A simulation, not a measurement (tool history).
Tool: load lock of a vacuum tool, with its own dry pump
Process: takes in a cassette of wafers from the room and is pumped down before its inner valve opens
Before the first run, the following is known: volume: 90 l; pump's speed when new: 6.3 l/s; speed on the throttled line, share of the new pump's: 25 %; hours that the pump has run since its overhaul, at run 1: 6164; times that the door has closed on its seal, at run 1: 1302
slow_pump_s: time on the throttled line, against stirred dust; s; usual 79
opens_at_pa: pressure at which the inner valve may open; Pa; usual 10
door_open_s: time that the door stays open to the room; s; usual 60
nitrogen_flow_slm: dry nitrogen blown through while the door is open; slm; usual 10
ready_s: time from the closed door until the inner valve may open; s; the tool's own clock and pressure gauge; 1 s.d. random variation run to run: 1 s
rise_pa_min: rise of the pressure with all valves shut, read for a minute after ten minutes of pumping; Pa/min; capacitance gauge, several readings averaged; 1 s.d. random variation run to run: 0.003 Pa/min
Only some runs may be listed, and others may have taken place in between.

run	hour	slow_pump_s	opens_at_pa	door_open_s	nitrogen_flow_slm	hours that the pump has run since its overhaul	times that the door has closed on its seal	incoming humidity of the room's air, %	ready_s	rise_pa_min
1	0	79	10	60	10	6164	1302	43.3	191.6	0.034
2	79.8	84	10	60	10	6243	1409	47	195.5	0.033
3	184.1	79	10	60	10	6348	1548	44.8	191.3	0.04
4	284	79	10	60	10	6448	1681	41.4	192.3	0.033
5	333	79	10	60	9	6497	1747	46.1	190.9	0.034
6	407.7	79	10	60	10	6571	1847	42.2	192.6	0.031
7	464.8	79	10	60	10	6628	1923	41.8	192.7	0.032
8	551.9	79	10	60	8	6715	2040	47.7	189.5	0.038
9	661.2	79	10	60	8	6825	2186	43.7	190.7	0.038
10	738.7	79	10	60	10	6902	2289	45.7	192.5	0.033
11	811	79	10	60	10	6975	2386	49.6	193.1	0.034
12	922.5	79	10	60	10	7086	2535	44.9	192	0.033
13	1022.1	79	8	60	10	7186	2668	44.8	196.4	0.028
14	1086.1	81	11	235	42	7250	2754	45.3	191.9	0.047
15	1153.9	114	17	235	42	7317	2844	45	209.7	0.047
16	1220.5	114	17	102	42	7384	2933	45.5	210.7	0.022
17	1302.8	107	16	85	9	7466	3043	44.5	207.6	0.049
18	1402.7	79	10	99	4	7566	3177	46.5	190.7	0.07
19	1505.7	79	10	99	4	7669	3314	44.3	192.2	0.066
20	1611.4	79	17	27	8	7775	3456	45.9	182.8	0.021
21	1677.6	62	7	60	18	7841	3544	47.2	184.1	0.031
22	1724.1	79	10	84	13	7888	3606	45.4	192.2	0.04
23	1816.1	59	9	67	40	7980	3729	45.7	177.7	0.016
24	1884.8	79	8	61	11	8048	3821	48.6	196.4	0.038
25	1963.5	140	10	199	10	8127	3926	50.1	238.6	0.096
26	2012.1	140	10	199	10	8176	3991	45	237.3	0.084

Alternative continuations, all from the tool just after run 26; predict every row:
A	2119.8	59	10	99	10	8283	4135	45.2	?	?
B	2119.8	89	16	42	10	8283	4135	46.1	?	?
C	2119.8	51	10	60	13	8283	4135	46.3	?	?
D	2119.8	97	10	42	10	8283	4135	45.4	?	?

run	ready_s	rise_pa_min
A	177.4	0.048
B	192.7	0.029
C	172.2	0.033
D	205.9	0.027
Without the tool's unlogged condition, the same runs would have read:
run	ready_s	rise_pa_min
A	177.3	0.048
B	192.7	0.029
C	172.1	0.033
D	205.8	0.027
